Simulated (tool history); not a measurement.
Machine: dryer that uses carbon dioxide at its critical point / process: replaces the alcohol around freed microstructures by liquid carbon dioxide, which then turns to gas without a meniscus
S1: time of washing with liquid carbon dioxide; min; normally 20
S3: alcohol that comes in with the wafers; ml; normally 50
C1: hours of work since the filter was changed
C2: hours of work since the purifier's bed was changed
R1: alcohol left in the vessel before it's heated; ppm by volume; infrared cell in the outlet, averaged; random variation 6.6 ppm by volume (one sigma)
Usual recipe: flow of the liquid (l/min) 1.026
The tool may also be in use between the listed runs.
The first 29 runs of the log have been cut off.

Run 30, hour 788.1: usual settings but S1 18 min, S3 74 ml; C1 498; C2 437. Result: R1 1133 ppm by volume.
Run 31, hour 829.0: usual settings but S1 18 min, flow of the liquid (l/min) 1.430, S3 61 ml; C1 519; C2 458. Result: R1 379 ppm by volume.
Run 32, hour 863.5: usual settings but S1 18 min, flow of the liquid (l/min) 1.430, S3 61 ml; C1 537; C2 476. Result: R1 389 ppm by volume.
At hour 884.1: inlet filter changed.
Run 33, hour 894.9: usual settings but S1 18 min, flow of the liquid (l/min) 1.430, S3 61 ml; C1 6; C2 492. Result: R1 236 ppm by volume.
Run 34, hour 917.3: usual settings but S1 18 min, flow of the liquid (l/min) 1.430, S3 61 ml; C1 17; C2 504. Result: R1 246 ppm by volume.
Run 35, hour 941.7: usual settings but flow of the liquid (l/min) 0.990, S3 72 ml; C1 30; C2 517. Result: R1 618 ppm by volume.
Run 36, hour 985.0: usual settings but flow of the liquid (l/min) 0.770, S3 106 ml; C1 53; C2 539. Result: R1 1852 ppm by volume.
Run 37, hour 1011.1: usual settings but flow of the liquid (l/min) 0.770, S3 106 ml; C1 66; C2 553. Result: R1 1943 ppm by volume.
Run 38, hour 1038.5: usual settings but S1 12 min, flow of the liquid (l/min) 0.770, S3 30 ml; C1 81; C2 567. Result: R1 1604 ppm by volume.
Run 39, hour 1064.0: usual settings but S1 27 min, flow of the liquid (l/min) 0.820, S3 30 ml; C1 94; C2 580. Result: R1 291 ppm by volume.
At hour 1074.9: purifier's bed changed.
Run 40, hour 1103.3: usual settings but S1 27 min, flow of the liquid (l/min) 0.820, S3 30 ml; C1 113; C2 15. Result: R1 166 ppm by volume.
Run 41, hour 1121.7: usual settings but S3 100 ml; C1 123; C2 24. Result: R1 669 ppm by volume.
Run 42, hour 1156.5: usual settings but S1 19 min, flow of the liquid (l/min) 0.900, S3 100 ml; C1 141; C2 43. Result: R1 1333 ppm by volume.

Run 43, settings as shown, results not yet in. Your forecast:
Run 43, hour 1176.3: usual settings but flow of the liquid (l/min) 1.640; C1 151; C2 53. Result: R1 ?.

R1: 45 ppm by volume
Take away the tool's hidden state, keep the run-to-run variation as it was, and the same run would have given R1 22 ppm by volume.

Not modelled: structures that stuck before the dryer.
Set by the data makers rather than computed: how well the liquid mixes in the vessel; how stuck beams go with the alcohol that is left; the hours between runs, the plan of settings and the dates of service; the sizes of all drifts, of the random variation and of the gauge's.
